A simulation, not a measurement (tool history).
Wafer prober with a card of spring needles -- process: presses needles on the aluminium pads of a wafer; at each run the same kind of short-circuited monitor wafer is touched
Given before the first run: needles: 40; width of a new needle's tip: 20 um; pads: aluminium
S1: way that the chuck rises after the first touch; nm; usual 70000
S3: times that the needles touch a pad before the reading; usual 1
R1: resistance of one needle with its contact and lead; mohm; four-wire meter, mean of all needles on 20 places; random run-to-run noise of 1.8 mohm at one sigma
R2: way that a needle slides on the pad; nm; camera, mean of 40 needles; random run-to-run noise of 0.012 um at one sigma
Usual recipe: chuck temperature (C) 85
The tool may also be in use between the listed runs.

run 1 day=0 | S1=70000 chuck_temperature_(C)=85 S3=1 | R1=193 R2=9380
-- day=0.433 tips cleaned on abrasive film
-- day=0.904 tips cleaned on abrasive film
run 2 day=0.904 | S1=52000 chuck_temperature_(C)=85 S3=1 | R1=193 R2=6950
-- day=1.362 tips cleaned on abrasive film
run 3 day=1.654 | S1=62000 chuck_temperature_(C)=85 S3=1 | R1=197 R2=8290
-- day=1.833 tips cleaned on abrasive film
-- day=2.292 tips cleaned on abrasive film
-- day=2.754 tips cleaned on abrasive film
run 4 day=2.754 | S1=70000 chuck_temperature_(C)=85 S3=1 | R1=196 R2=9350
-- day=3.267 tips cleaned on abrasive film
run 5 day=3.512 | S1=70000 chuck_temperature_(C)=85 S3=1 | R1=193 R2=9340
-- day=3.779 tips cleaned on abrasive film
-- day=4.142 height of the first contact set anew
-- day=4.233 tips cleaned on abrasive film
run 6 day=4.65 | S1=70000 chuck_temperature_(C)=85 S3=1 | R1=192 R2=9350
-- day=4.754 tips cleaned on abrasive film
run 7 day=5.167 | S1=70000 chuck_temperature_(C)=85 S3=1 | R1=194 R2=9340
-- day=5.267 tips cleaned on abrasive film
-- day=5.754 tips cleaned on abrasive film
run 8 day=5.762 | S1=70000 chuck_temperature_(C)=85 S3=1 | R1=193 R2=9340
-- day=6.217 tips cleaned on abrasive film
-- day=6.65 tips cleaned on abrasive film
run 9 day=6.917 | S1=70000 chuck_temperature_(C)=85 S3=1 | R1=194 R2=9350
-- day=7.171 tips cleaned on abrasive film
-- day=7.642 tips cleaned on abrasive film
run 10 day=7.812 | S1=70000 chuck_temperature_(C)=85 S3=2 | R1=193 R2=9370
-- day=8.092 tips cleaned on abrasive film
-- day=8.558 tips cleaned on abrasive film
run 11 day=8.888 | S1=70000 chuck_temperature_(C)=85 S3=1 | R1=194 R2=9360
-- day=9.071 tips cleaned on abrasive film
run 12 day=9.433 | S1=70000 chuck_temperature_(C)=71 S3=1 | R1=188 R2=9350
-- day=9.542 tips cleaned on abrasive film
-- day=9.988 tips cleaned on abrasive film
-- day=10.483 tips cleaned on abrasive film
run 13 day=10.504 | S1=70000 chuck_temperature_(C)=105 S3=1 | R1=195 R2=9370
-- day=10.954 tips cleaned on abrasive film
run 14 day=11.212 | S1=77000 chuck_temperature_(C)=94 S3=2 | R1=195 R2=10290
-- day=11.45 tips cleaned on abrasive film
-- day=11.908 tips cleaned on abrasive film
run 15 day=11.996 | S1=55000 chuck_temperature_(C)=93 S3=2 | R1=195 R2=7360
-- day=12.408 tips cleaned on abrasive film
-- day=12.921 tips cleaned on abrasive film
run 16 day=13.258 | S1=55000 chuck_temperature_(C)=39 S3=2 | R1=188 R2=7360
-- day=13.45 tips cleaned on abrasive film
-- day=13.904 tips cleaned on abrasive film
-- day=14.383 tips cleaned on abrasive film
run 17 day=14.488 | S1=75000 chuck_temperature_(C)=114 S3=2 | R1=202 R2=10010
-- day=14.9 tips cleaned on abrasive film
run 18 day=15.296 | S1=89000 chuck_temperature_(C)=28 S3=2 | R1=179 R2=11880
-- day=15.383 tips cleaned on abrasive film
-- day=15.825 tips cleaned on abrasive film
run 19 day=16.092 | S1=63000 chuck_temperature_(C)=87 S3=1 | R1=194 R2=8410
-- day=16.208 height of the first contact set anew
-- day=16.321 tips cleaned on abrasive film
-- day=16.8 tips cleaned on abrasive film
-- day=17.233 tips cleaned on abrasive film
run 20 day=17.233 | S1=60000 chuck_temperature_(C)=37 S3=1 | R1=185 R2=8030
-- day=17.725 tips cleaned on abrasive film
run 21 day=17.954 | S1=60000 chuck_temperature_(C)=114 S3=2 | R1=203 R2=8020

What does the tool deliver on the next run?
-- day=18.208 tips cleaned on abrasive film
run 22 day=18.512 | S1=82000 chuck_temperature_(C)=114 S3=2 | R1=? R2=?

R1: 197 mohm
R2: 10950 nm
With no hidden state in the tool, this same run would have given R1 197 mohm, R2 10950 nm.
